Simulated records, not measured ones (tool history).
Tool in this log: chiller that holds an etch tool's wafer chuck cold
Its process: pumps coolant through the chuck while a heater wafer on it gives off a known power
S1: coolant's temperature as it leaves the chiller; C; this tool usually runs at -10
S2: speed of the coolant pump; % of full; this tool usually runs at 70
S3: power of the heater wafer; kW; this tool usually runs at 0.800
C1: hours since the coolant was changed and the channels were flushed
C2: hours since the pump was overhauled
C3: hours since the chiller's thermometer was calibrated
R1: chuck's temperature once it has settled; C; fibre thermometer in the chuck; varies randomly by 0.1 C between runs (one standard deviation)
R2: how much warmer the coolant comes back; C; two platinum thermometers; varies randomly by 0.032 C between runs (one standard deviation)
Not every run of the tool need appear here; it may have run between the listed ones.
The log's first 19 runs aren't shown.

run 20 hour=1424.0 | S1=-5 S2=83 S3=1.115 | C1=4015 C2=3551 C3=1859 | R1=4.3 R2=4.61
run 21 hour=1489.1 | S1=-5 S2=83 S3=1.115 | C1=4080 C2=3616 C3=1924 | R1=4.3 R2=4.61
run 22 hour=1557.3 | S1=-5 S2=83 S3=1.115 | C1=4148 C2=3684 C3=1993 | R1=4.4 R2=4.63
run 23 hour=1666.2 | S1=-15 S2=70 S3=0.800 | C1=4257 C2=3793 C3=2102 | R1=-7.2 R2=4.08
run 24 hour=1726.8 | S1=-15 S2=70 S3=0.800 | C1=4318 C2=3854 C3=2162 | R1=-7.0 R2=4.08
run 25 hour=1788.4 | S1=-10 S2=70 S3=0.436 | C1=4379 C2=3915 C3=2224 | R1=-5.7 R2=2.21
run 26 hour=1838.1 | S1=-15 S2=90 S3=0.452 | C1=4429 C2=3965 C3=2273 | R1=-11.9 R2=1.80
run 27 hour=1914.3 | S1=-10 S2=73 S3=0.800 | C1=4505 C2=4041 C3=2350 | R1=-2.2 R2=3.92
run 28 hour=2006.9 | S1=-14 S2=70 S3=0.517 | C1=4598 C2=4134 C3=2442 | R1=-9.0 R2=2.61
run 29 hour=2058.6 | S1=-14 S2=70 S3=0.554 | C1=4650 C2=4185 C3=2494 | R1=-8.5 R2=2.86

Run 30 is up next; what results do you expect?
run 30 hour=2169.9 | S1=-14 S2=70 S3=0.554 | C1=4761 C2=4297 C3=2605 | R1=? R2=?

For run 30 the tool returned R1 -8.4 C, R2 2.85 C.
Without the tool's hidden state the same run would have given R1 -9.1 C, R2 2.67 C.
